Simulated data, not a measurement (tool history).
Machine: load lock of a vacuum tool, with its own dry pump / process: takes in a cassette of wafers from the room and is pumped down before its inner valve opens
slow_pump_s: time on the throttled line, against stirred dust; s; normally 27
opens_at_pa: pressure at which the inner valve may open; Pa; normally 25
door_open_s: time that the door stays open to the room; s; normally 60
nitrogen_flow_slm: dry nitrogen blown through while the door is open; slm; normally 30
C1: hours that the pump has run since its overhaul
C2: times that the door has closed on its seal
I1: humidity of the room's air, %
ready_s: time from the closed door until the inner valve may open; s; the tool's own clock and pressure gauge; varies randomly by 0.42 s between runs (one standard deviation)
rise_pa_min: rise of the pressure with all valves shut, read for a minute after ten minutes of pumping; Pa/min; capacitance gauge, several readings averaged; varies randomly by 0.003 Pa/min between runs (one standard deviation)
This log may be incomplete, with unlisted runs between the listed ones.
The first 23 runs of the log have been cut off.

-- hour=8576.7 door's seal changed, seat wiped
run 24 hour=8991.2 | slow_pump_s=27 opens_at_pa=25 door_open_s=94 nitrogen_flow_slm=30 | C1=1253 C2=995 | I1=45.4 | ready_s=48.9 rise_pa_min=0.043
run 25 hour=9302.6 | slow_pump_s=27 opens_at_pa=25 door_open_s=94 nitrogen_flow_slm=30 | C1=1564 C2=1742 | I1=43.2 | ready_s=49.0 rise_pa_min=0.044
run 26 hour=9747.2 | slow_pump_s=18 opens_at_pa=47 door_open_s=55 nitrogen_flow_slm=24 | C1=2009 C2=2809 | I1=49.4 | ready_s=40.9 rise_pa_min=0.041
run 27 hour=10216.6 | slow_pump_s=27 opens_at_pa=20 door_open_s=33 nitrogen_flow_slm=15 | C1=2478 C2=3936 | I1=43.6 | ready_s=50.4 rise_pa_min=0.035
run 28 hour=10568.3 | slow_pump_s=27 opens_at_pa=22 door_open_s=60 nitrogen_flow_slm=30 | C1=2830 C2=4780 | I1=46.5 | ready_s=49.8 rise_pa_min=0.047
run 29 hour=10862.0 | slow_pump_s=21 opens_at_pa=21 door_open_s=60 nitrogen_flow_slm=5 | C1=3124 C2=5484 | I1=44.1 | ready_s=46.1 rise_pa_min=0.061
run 30 hour=11291.1 | slow_pump_s=21 opens_at_pa=21 door_open_s=60 nitrogen_flow_slm=5 | C1=3553 C2=6514 | I1=44.4 | ready_s=46.7 rise_pa_min=0.067
run 31 hour=11717.1 | slow_pump_s=42 opens_at_pa=25 door_open_s=84 nitrogen_flow_slm=30 | C1=3979 C2=7537 | I1=46.3 | ready_s=60.4 rise_pa_min=0.067
run 32 hour=12043.4 | slow_pump_s=42 opens_at_pa=25 door_open_s=141 nitrogen_flow_slm=4 | C1=4305 C2=8320 | I1=47.4 | ready_s=60.4 rise_pa_min=0.115
run 33 hour=12413.4 | slow_pump_s=27 opens_at_pa=21 door_open_s=35 nitrogen_flow_slm=19 | C1=4675 C2=9208 | I1=47.1 | ready_s=51.0 rise_pa_min=0.060
run 34 hour=12668.8 | slow_pump_s=16 opens_at_pa=36 door_open_s=60 nitrogen_flow_slm=5 | C1=4930 C2=9821 | I1=44.9 | ready_s=41.9 rise_pa_min=0.086
run 35 hour=13099.4 | slow_pump_s=16 opens_at_pa=45 door_open_s=101 nitrogen_flow_slm=5 | C1=5361 C2=10854 | I1=45.4 | ready_s=40.4 rise_pa_min=0.116
run 36 hour=13624.4 | slow_pump_s=17 opens_at_pa=25 door_open_s=60 nitrogen_flow_slm=36 | C1=5886 C2=12114 | I1=44.0 | ready_s=43.5 rise_pa_min=0.074
run 37 hour=13851.4 | slow_pump_s=34 opens_at_pa=25 door_open_s=37 nitrogen_flow_slm=14 | C1=6113 C2=12659 | I1=43.5 | ready_s=54.6 rise_pa_min=0.081

Below are 4 alternative next runs, each starting from the tool's condition after run 37. Predict each:
run A hour=14114.7 | slow_pump_s=34 opens_at_pa=30 door_open_s=70 nitrogen_flow_slm=14 | C1=6376 C2=13291 | I1=48.3 | ready_s=? rise_pa_min=?
run B hour=14114.7 | slow_pump_s=27 opens_at_pa=25 door_open_s=37 nitrogen_flow_slm=28 | C1=6376 C2=13291 | I1=45.5 | ready_s=? rise_pa_min=?
run C hour=14114.7 | slow_pump_s=18 opens_at_pa=25 door_open_s=37 nitrogen_flow_slm=10 | C1=6376 C2=13291 | I1=42.6 | ready_s=? rise_pa_min=?
run D hour=14114.7 | slow_pump_s=52 opens_at_pa=41 door_open_s=60 nitrogen_flow_slm=30 | C1=6376 C2=13291 | I1=47.4 | ready_s=? rise_pa_min=?

run=A ready_s=55.1 rise_pa_min=0.099
run=B ready_s=50.6 rise_pa_min=0.070
run=C ready_s=44.2 rise_pa_min=0.077
run=D ready_s=65.6 rise_pa_min=0.090
Stripped of hidden state, with their random variation kept, the same runs would have yielded:
run=A ready_s=53.3 rise_pa_min=0.048
run=B ready_s=48.6 rise_pa_min=0.019
run=C ready_s=41.9 rise_pa_min=0.026
run=D ready_s=64.4 rise_pa_min=0.038
